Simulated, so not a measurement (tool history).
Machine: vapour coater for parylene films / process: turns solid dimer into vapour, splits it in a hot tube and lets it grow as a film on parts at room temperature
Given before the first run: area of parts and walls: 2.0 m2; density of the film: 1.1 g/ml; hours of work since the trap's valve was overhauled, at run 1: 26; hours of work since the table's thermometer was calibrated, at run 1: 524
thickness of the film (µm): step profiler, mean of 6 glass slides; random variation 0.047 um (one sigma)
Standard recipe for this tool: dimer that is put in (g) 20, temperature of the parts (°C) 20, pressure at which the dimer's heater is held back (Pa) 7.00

| run | hour | dimer that is put in (g) | temperature of the parts (°C) | pressure at which the dimer's heater is held back (Pa) | hours of work since the trap's valve was overhauled | hours of work since the table's thermometer was calibrated | thickness of the film (µm) |
|---|---|---|---|---|---|---|---|
| 1 | 0.0 | 20 | 20 | 7.00 | 26 | 524 | 5.20 |
| 2 | 32.8 | 21 | 20 | 7.00 | 41 | 540 | 5.37 |
| 3 | 85.9 | 20 | 20 | 7.00 | 67 | 565 | 5.08 |
| 4 | 137.9 | 20 | 20 | 7.00 | 91 | 590 | 5.01 |
| 5 | 167.7 | 33 | 20 | 7.00 | 105 | 604 | 8.44 |
| 6 | 213.6 | 33 | 20 | 7.00 | 127 | 625 | 8.30 |
| 7 | 269.9 | 33 | 20 | 7.00 | 154 | 652 | 8.17 |
| 8 | 324.9 | 34 | 20 | 7.00 | 180 | 678 | 8.44 |
| 9 | 363.1 | 34 | 20 | 7.00 | 198 | 696 | 8.42 |
| 10 | 394.0 | 34 | 20 | 7.00 | 212 | 711 | 8.30 |
| 11 | 424.8 | 20 | 20 | 7.00 | 227 | 725 | 4.83 |
| 12 | 489.3 | 20 | 20 | 7.00 | 257 | 756 | 4.81 |
| 13 | 530.0 | 20 | 20 | 7.00 | 277 | 775 | 4.84 |
| 14 | 578.1 | 20 | 20 | 2.40 | 299 | 798 | 5.08 |
| 15 | 633.0 | 20 | 20 | 2.40 | 325 | 824 | 5.03 |
| 16 | 696.2 | 20 | 20 | 3.16 | 355 | 854 | 4.91 |
| 17 | 753.8 | 20 | 28 | 3.16 | 382 | 881 | 3.56 |
| 18 | 801.6 | 20 | 28 | 3.16 | 405 | 903 | 3.61 |
| 19 | 858.9 | 20 | 28 | 3.16 | 432 | 930 | 3.52 |
| 20 | 906.6 | 20 | 28 | 3.16 | 455 | 953 | 3.46 |
| 21 | 947.3 | 20 | 28 | 3.16 | 474 | 972 | 3.48 |
| 22 | 1012.5 | 20 | 28 | 3.16 | 505 | 1003 | 3.44 |
| 23 | 1070.3 | 20 | 20 | 10.41 | 532 | 1030 | 4.37 |
| 24 | 1119.6 | 20 | 20 | 10.41 | 555 | 1054 | 4.39 |
| 25 | 1151.1 | 20 | 20 | 10.41 | 570 | 1069 | 4.38 |
| 26 | 1180.9 | 20 | 20 | 10.41 | 584 | 1083 | 4.48 |
| 27 | 1216.8 | 20 | 20 | 10.41 | 601 | 1100 | 4.32 |
| 28 | 1245.3 | 13 | 27 | 3.36 | 615 | 1113 | 2.23 |
|  | 1304.3 | trap's valve overhauled |
| 29 | 1307.0 | 13 | 19 | 3.36 | 1 | 1141 | 3.59 |
| 30 | 1340.6 | 13 | 19 | 3.36 | 17 | 1156 | 3.62 |
| 31 | 1400.4 | 33 | 14 | 3.36 | 45 | 1185 | 10.89 |
| 32 | 1462.5 | 33 | 14 | 3.36 | 75 | 1214 | 10.77 |
| 33 | 1495.8 | 29 | 30 | 3.37 | 91 | 1230 | 5.01 |
| 34 | 1550.0 | 9 | 18 | 7.00 | 116 | 1255 | 2.38 |
| 35 | 1609.0 | 9 | 18 | 7.00 | 144 | 1283 | 2.41 |
| 36 | 1673.8 | 9 | 18 | 7.00 | 175 | 1314 | 2.39 |
| 37 | 1732.8 | 9 | 18 | 7.00 | 203 | 1342 | 2.37 |
| 38 | 1785.9 | 14 | 19 | 2.02 | 228 | 1367 | 3.77 |
| 39 | 1827.9 | 15 | 28 | 4.00 | 248 | 1387 | 2.64 |
| 40 | 1892.5 | 12 | 18 | 9.93 | 278 | 1417 | 3.05 |
| 41 | 1943.1 | 21 | 20 | 3.52 | 302 | 1441 | 5.20 |
| 42 | 1979.3 | 25 | 13 | 7.00 | 319 | 1458 | 7.77 |
|  | 2032.6 | table's thermometer calibrated |
| 43 | 2033.4 | 28 | 13 | 7.00 | 344 | 0 | 9.08 |
| 44 | 2080.3 | 21 | 23 | 7.00 | 367 | 23 | 4.57 |
| 45 | 2132.4 | 21 | 23 | 7.00 | 391 | 47 | 4.53 |
| 46 | 2179.9 | 21 | 30 | 7.00 | 414 | 70 | 3.38 |
| 47 | 2222.8 | 20 | 20 | 2.05 | 434 | 90 | 5.16 |

How the hidden state differs across the entries between the runs, from the last listed run before each to the first after it:
Runs 28 to 29: trap's valve overhauled (hour 1304.3)
  vapour lost through the trap's worn valve, %: 13.1 -> 0.1; true temperature of the parts over the reading, C: 0.91 -> 0.93
  measured minus no-state result, thickness of the film (µm): -0.44 -> -0.14
Runs 42 to 43: table's thermometer calibrated (hour 2032.6)
  vapour lost through the trap's worn valve, %: 6.7 -> 7.1; true temperature of the parts over the reading, C: 1.19 -> -0.12
  measured minus no-state result, thickness of the film (µm): -0.96 -> -0.65

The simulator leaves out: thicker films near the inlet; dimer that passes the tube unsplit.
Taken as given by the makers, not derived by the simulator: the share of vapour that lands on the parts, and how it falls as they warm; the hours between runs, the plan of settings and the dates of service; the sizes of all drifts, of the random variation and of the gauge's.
